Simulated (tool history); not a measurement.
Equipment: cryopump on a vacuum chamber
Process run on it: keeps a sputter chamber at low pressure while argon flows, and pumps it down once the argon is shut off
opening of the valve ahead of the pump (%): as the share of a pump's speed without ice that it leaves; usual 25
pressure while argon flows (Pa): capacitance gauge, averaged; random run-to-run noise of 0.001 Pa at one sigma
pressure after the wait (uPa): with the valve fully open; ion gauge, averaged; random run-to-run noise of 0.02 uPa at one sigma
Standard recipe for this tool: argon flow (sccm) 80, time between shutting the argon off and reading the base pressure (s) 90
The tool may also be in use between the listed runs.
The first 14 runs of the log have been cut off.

run    hour  argon flow (sccm)  time between shutting the argon off and reading the base pressure (s)  opening of the valve ahead of the pump (%)  hours of work since the pump was warmed up and emptied  hours of work since the cold head was overhauled  hours of work since the chamber's fittings were tightened  pressure while argon flows (Pa)  pressure after the wait (uPa)
 15  1043.8                 80                                                                     90                                          25                                                     119                                              1266                                                        787                           0.2227                           0.77
 16  1086.7                 80                                                                     90                                          25                                                     149                                              1296                                                        817                           0.2249                           0.85
 17  1141.3                 36                                                                     90                                          25                                                     187                                              1334                                                        855                           0.1014                           0.86
 18    1230                 36                                                                     90                                          25                                                     249                                              1396                                                        917                           0.1016                           0.93
 19  1275.2                 80                                                                    100                                          28                                                     281                                              1428                                                        949                           0.2059                           0.97
 20  1344.2                 80                                                                     34                                          36                                                     329                                              1476                                                        997                           0.1617                           1.32
 21  1394.7                 80                                                                     64                                          25                                                     365                                              1512                                                       1033                           0.2285                           1.13
 22  1497.1                 80                                                                     75                                          36                                                     436                                              1583                                                       1104                           0.1627                           1.16
 23  1560.9                 80                                                                     75                                          36                                                     481                                              1628                                                       1149                            0.167                           1.22
 24  1604.3                 52                                                                    183                                          25                                                     511                                              1658                                                       1179                           0.1529                           1.13
 25  1668.8                 52                                                                    183                                          25                                                     556                                              1703                                                       1224                           0.1535                           1.19
       1696  -- pump warmed up, emptied and cooled again
 26  1762.9                111                                                                    299                                          56                                                      47                                              1766                                                       1287                           0.1389                           0.97
 27    1851                 45                                                                    299                                          17                                                     109                                              1828                                                       1349                           0.1827                           1.01
 28  1909.5                121                                                                    299                                          17                                                     149                                              1869                                                       1389                           0.4934                           1.07
 29  1951.8                121                                                                     61                                          36                                                     179                                              1898                                                       1419                           0.2405                            1.3
 30  2051.7                 45                                                                     40                                          36                                                     249                                              1968                                                       1489                           0.0901                           1.53
 31  2124.7                 41                                                                     40                                          25                                                     300                                              2019                                                       1540                           0.1174                           1.61
 32  2198.7                140                                                                     40                                          45                                                     352                                              2071                                                       1592                           0.2307                            1.6
 33    2258                 40                                                                     25                                          25                                                     393                                              2113                                                       1633                           0.1164                           1.97

3 options for the next run, each taken on its own from the tool as it stands now. Forecast them:
  A  2318.7                 80                                                                    294                                          48                                                     436                                              2155                                                       1676                                ?                              ?
  B  2318.7                107                                                                    131                                          32                                                     436                                              2155                                                       1676                                ?                              ?
  C  2318.7                 93                                                                     90                                          46                                                     436                                              2155                                                       1676                                ?                              ?

run  pressure while argon flows (Pa)  pressure after the wait (uPa)
  A                           0.1262                           1.43
  B                           0.2441                           1.54
  C                           0.1549                           1.49
Stripped of hidden state, with their random variation kept, the same runs would have yielded:
run  pressure while argon flows (Pa)  pressure after the wait (uPa)
  A                           0.1138                           0.19
  B                           0.2277                           0.28
  C                           0.1405                           0.28

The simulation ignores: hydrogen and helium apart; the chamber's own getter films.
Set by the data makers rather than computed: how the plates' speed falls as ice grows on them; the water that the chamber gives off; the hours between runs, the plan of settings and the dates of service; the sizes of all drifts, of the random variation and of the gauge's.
